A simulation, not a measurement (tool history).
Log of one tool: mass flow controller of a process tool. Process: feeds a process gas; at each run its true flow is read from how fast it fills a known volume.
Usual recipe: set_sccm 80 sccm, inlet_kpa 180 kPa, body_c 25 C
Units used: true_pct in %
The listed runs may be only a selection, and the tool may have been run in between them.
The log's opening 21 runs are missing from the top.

run,hour,set_sccm,inlet_kpa,body_c,true_pct
22,5336.2,183,180,25,101.75
23,5632.5,183,180,25,101.75
24,5816.4,80,180,25,101.18
25,6096.3,80,180,25,101.38
# hour 6194.1: gauge calibrated
26,6343.9,80,180,25,99.18
27,6573.5,149,180,28,99.35
28,6802.1,51,276,27,99.37
29,7031.8,24,180,25,99.05
30,7297.8,24,180,25,98.98
31,7630.3,21,263,26,99.62
# hour 7794.5: controller's zero set anew
32,7920.7,68,235,30,99.59
33,8094.4,80,270,23,100.47
34,8243.5,80,229,33,99.34
35,8444.5,76,160,34,98.95
36,8767.0,76,255,27,100.10
37,9078.8,76,255,27,100.33
# hour 9389.8: gauge calibrated
38,9389.8,58,212,25,99.14
39,9535.0,29,211,32,98.20

The next listed run, before its measurement:
40,9688.3,101,195,34,?

{"run 40": {"true_pct": 98.5}}
If the tool had no hidden condition, the same run with the same run-to-run variation would have returned true_pct 98.33 %.
